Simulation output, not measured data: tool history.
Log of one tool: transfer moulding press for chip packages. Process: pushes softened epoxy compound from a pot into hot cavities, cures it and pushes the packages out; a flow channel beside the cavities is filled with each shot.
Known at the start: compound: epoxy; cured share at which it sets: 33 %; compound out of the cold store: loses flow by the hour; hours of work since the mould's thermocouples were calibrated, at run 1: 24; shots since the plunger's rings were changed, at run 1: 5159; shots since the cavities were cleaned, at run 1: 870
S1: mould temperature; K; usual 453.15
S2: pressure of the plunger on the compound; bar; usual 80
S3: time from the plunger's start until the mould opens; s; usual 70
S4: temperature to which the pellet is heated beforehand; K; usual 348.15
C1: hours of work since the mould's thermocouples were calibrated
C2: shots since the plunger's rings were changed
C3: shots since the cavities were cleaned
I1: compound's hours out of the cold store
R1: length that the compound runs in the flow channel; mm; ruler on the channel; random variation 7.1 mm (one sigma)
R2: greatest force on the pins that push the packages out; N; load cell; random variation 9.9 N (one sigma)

Run 1, hour 0: usual settings; C1 24; C2 5159; C3 870; I1 10. Result: R1 739 mm, R2 634 N.
Run 2, hour 10.1: usual settings but S1 457.15 K; C1 29; C2 5274; C3 985; I1 35.6. Result: R1 668 mm, R2 487 N.
Run 3, hour 16.3: usual settings but S2 76.9 bar; C1 33; C2 5344; C3 1055; I1 22.1. Result: R1 694 mm, R2 655 N.
At hour 23.4: cavities cleaned with cleaning compound and waxed.
Run 4, hour 26.3: usual settings but S2 76.9 bar; C1 37; C2 5441; C3 34; I1 41.2. Result: R1 631 mm, R2 676 N.
Run 5, hour 34.9: usual settings but S2 76.9 bar; C1 42; C2 5538; C3 131; I1 17.5. Result: R1 705 mm, R2 717 N.
Run 6, hour 42.9: usual settings but S2 76.9 bar; C1 46; C2 5629; C3 222; I1 41.2. Result: R1 640 mm, R2 662 N.
At hour 47.7: plunger's sealing rings changed.
Run 7, hour 52.7: usual settings but S2 88.8 bar; C1 50; C2 57; C3 305; I1 38.7. Result: R1 749 mm, R2 688 N.
Run 8, hour 62.3: usual settings but S2 84.6 bar; C1 55; C2 166; C3 414; I1 40.9. Result: R1 741 mm, R2 677 N.
Run 9, hour 67.3: usual settings but S2 84.6 bar; C1 58; C2 222; C3 470; I1 17.6. Result: R1 809 mm, R2 710 N.
At hour 71.4: cavities cleaned with cleaning compound and waxed, once more.
Run 10, hour 79.8: usual settings but S3 99 s; C1 64; C2 347; C3 94; I1 39.7. Result: R1 718 mm, R2 302 N.
Run 11, hour 86.7: usual settings; C1 67; C2 426; C3 173; I1 36.3. Result: R1 725 mm, R2 487 N.
Run 12, hour 98: usual settings; C1 73; C2 554; C3 301; I1 16.1. Result: R1 790 mm, R2 564 N.
Run 13, hour 104.5: usual settings; C1 77; C2 628; C3 375; I1 18. Result: R1 767 mm, R2 577 N.
Run 14, hour 113.4: usual settings but S4 346.15 K; C1 82; C2 729; C3 476; I1 12.7. Result: R1 790 mm, R2 580 N.
Run 15, hour 119.7: usual settings but S4 346.15 K; C1 85; C2 800; C3 547; I1 33.1. Result: R1 735 mm, R2 571 N.
Run 16, hour 130.1: usual settings but S2 99.4 bar, S3 82 s, S4 349.15 K; C1 90; C2 919; C3 666; I1 31.3. Result: R1 811 mm, R2 442 N.
Run 17, hour 137: usual settings but S1 450.15 K, S2 78.2 bar, S3 62 s, S4 340.15 K; C1 94; C2 996; C3 743; I1 23.8. Result: R1 752 mm, R2 1156 N.
Run 18, hour 142.1: usual settings but S2 70.3 bar; C1 97; C2 1055; C3 802; I1 26. Result: R1 699 mm, R2 608 N.
Run 19, hour 153: usual settings but S1 450.15 K, S2 60.3 bar, S3 68 s; C1 103; C2 1178; C3 925; I1 43.4. Result: R1 620 mm, R2 784 N.
Run 20, hour 161.3: usual settings but S2 80.8 bar, S3 52 s; C1 107; C2 1272; C3 1019; I1 13.5. Result: R1 788 mm, R2 1559 N.
At hour 171.8: cavities cleaned with cleaning compound and waxed.
Run 21, hour 173: usual settings but S2 80.8 bar, S3 52 s; C1 113; C2 1388; C3 13; I1 41.6. Result: R1 701 mm, R2 969 N.
Run 22, hour 183.2: usual settings but S2 80.2 bar, S3 79 s, S4 340.15 K; C1 118; C2 1504; C3 129; I1 18.6. Result: R1 772 mm, R2 390 N.
Run 23, hour 191.1: usual settings but S2 97 bar, S3 79 s, S4 351.15 K; C1 122; C2 1594; C3 219; I1 26.5. Result: R1 809 mm, R2 389 N.
Run 24, hour 196.4: usual settings but S2 97 bar, S3 79 s, S4 351.15 K; C1 125; C2 1653; C3 278; I1 22. Result: R1 835 mm, R2 406 N.
Run 25, hour 205.7: usual settings but S3 68 s; C1 130; C2 1759; C3 384; I1 34.7. Result: R1 723 mm, R2 594 N.
Run 26, hour 216.7: usual settings but S3 68 s; C1 136; C2 1884; C3 509; I1 12.5. Result: R1 771 mm, R2 663 N.
Run 27, hour 222.4: usual settings but S1 451.15 K, S3 89 s, S4 358.15 K; C1 139; C2 1948; C3 573; I1 34.2. Result: R1 720 mm, R2 405 N.
Run 28, hour 231.1: usual settings but S2 74.8 bar, S3 57 s; C1 144; C2 2048; C3 673; I1 23.7. Result: R1 724 mm, R2 1136 N.
Run 29, hour 235.9: usual settings but S1 460.15 K, S2 68.9 bar, S3 76 s, S4 356.15 K; C1 146; C2 2102; C3 727; I1 12.9. Result: R1 698 mm, R2 394 N.

Forecast each of these 4 alternatives for the next run:
Run A, hour 243.6: usual settings but S1 448.15 K, S2 96.2 bar, S3 76 s, S4 356.15 K; C1 150; C2 2189; C3 814; I1 31.8. Result: R1 ?, R2 ?.
Run B, hour 243.6: usual settings but S1 451.15 K, S2 78.3 bar, S3 51 s; C1 150; C2 2189; C3 814; I1 36.9. Result: R1 ?, R2 ?.
Run C, hour 243.6: usual settings but S1 459.15 K, S2 71.3 bar; C1 150; C2 2189; C3 814; I1 24.5. Result: R1 ?, R2 ?.
Run D, hour 243.6: usual settings but S1 452.15 K, S2 83 bar, S3 76 s, S4 353.15 K; C1 150; C2 2189; C3 814; I1 20.8. Result: R1 ?, R2 ?.

run   R1    R2
  A  795   691
  B  703  1528
  C  670   447
  D  777   539
Without the tool's hidden state the same runs would have given:
run   R1    R2
  A  820   477
  B  726  1073
  C  692   314
  D  802   374

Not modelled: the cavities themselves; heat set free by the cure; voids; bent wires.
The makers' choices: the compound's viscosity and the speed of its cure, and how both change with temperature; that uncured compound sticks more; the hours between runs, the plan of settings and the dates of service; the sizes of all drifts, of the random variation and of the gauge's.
